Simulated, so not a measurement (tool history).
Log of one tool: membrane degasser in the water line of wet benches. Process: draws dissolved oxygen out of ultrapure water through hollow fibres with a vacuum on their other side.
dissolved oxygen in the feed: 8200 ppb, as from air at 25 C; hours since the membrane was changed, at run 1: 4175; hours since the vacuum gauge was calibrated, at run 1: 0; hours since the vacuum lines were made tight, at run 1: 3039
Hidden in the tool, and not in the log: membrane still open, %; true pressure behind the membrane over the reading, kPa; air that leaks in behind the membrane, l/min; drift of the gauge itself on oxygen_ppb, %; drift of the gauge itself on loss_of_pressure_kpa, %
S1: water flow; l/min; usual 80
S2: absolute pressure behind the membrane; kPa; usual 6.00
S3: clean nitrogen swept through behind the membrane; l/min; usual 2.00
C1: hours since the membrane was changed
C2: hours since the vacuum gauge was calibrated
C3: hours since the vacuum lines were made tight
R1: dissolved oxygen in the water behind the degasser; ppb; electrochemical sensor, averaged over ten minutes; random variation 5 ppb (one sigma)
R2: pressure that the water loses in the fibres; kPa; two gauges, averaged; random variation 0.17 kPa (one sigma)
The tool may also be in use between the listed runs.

run 1 hour=0.0 | S1=80 S2=6.00 S3=2.00 | C1=4175 C2=0 C3=3039 | R1=526.8 R2=26.94
run 2 hour=96.6 | S1=80 S2=6.00 S3=2.00 | C1=4271 C2=97 C3=3135 | R1=531.6 R2=27.06
run 3 hour=174.1 | S1=80 S2=6.00 S3=2.00 | C1=4349 C2=174 C3=3213 | R1=538.3 R2=27.03
run 4 hour=231.5 | S1=80 S2=6.00 S3=2.00 | C1=4406 C2=231 C3=3270 | R1=529.2 R2=27.00
run 5 hour=338.4 | S1=80 S2=6.00 S3=2.00 | C1=4513 C2=338 C3=3377 | R1=542.0 R2=27.24
run 6 hour=389.0 | S1=52 S2=6.00 S3=2.00 | C1=4564 C2=389 C3=3428 | R1=342.0 R2=17.34
run 7 hour=455.8 | S1=52 S2=6.00 S3=2.00 | C1=4631 C2=456 C3=3495 | R1=339.9 R2=17.72
run 8 hour=558.4 | S1=52 S2=6.00 S3=2.00 | C1=4733 C2=558 C3=3597 | R1=340.0 R2=17.81
run 9 hour=635.3 | S1=96 S2=6.00 S3=1.07 | C1=4810 C2=635 C3=3674 | R1=782.3 R2=32.59
run 10 hour=733.8 | S1=80 S2=14.46 S3=1.17 | C1=4909 C2=734 C3=3773 | R1=1455.2 R2=27.04
run 11 hour=784.1 | S1=80 S2=14.46 S3=1.17 | C1=4959 C2=784 C3=3823 | R1=1439.9 R2=27.09
run 12 hour=854.3 | S1=80 S2=14.46 S3=1.17 | C1=5029 C2=854 C3=3893 | R1=1456.4 R2=27.02

4 ways to go on from here, each from the tool as it stands after run 12. What would each give?
run A hour=942.0 | S1=55 S2=10.50 S3=1.54 | C1=5117 C2=942 C3=3981 | R1=? R2=?
run B hour=942.0 | S1=80 S2=3.85 S3=1.41 | C1=5117 C2=942 C3=3981 | R1=? R2=?
run C hour=942.0 | S1=122 S2=9.28 S3=2.76 | C1=5117 C2=942 C3=3981 | R1=? R2=?
run D hour=942.0 | S1=80 S2=4.92 S3=2.00 | C1=5117 C2=942 C3=3981 | R1=? R2=?

run=A R1=696.4 R2=18.46
run=B R1=396.4 R2=27.30
run=C R1=981.7 R2=41.32
run=D R1=475.7 R2=27.15
Without the tool's hidden state the same runs would have given:
run=A R1=666.4 R2=17.66
run=B R1=350.9 R2=26.15
run=C R1=925.1 R2=39.55
run=D R1=429.7 R2=25.99

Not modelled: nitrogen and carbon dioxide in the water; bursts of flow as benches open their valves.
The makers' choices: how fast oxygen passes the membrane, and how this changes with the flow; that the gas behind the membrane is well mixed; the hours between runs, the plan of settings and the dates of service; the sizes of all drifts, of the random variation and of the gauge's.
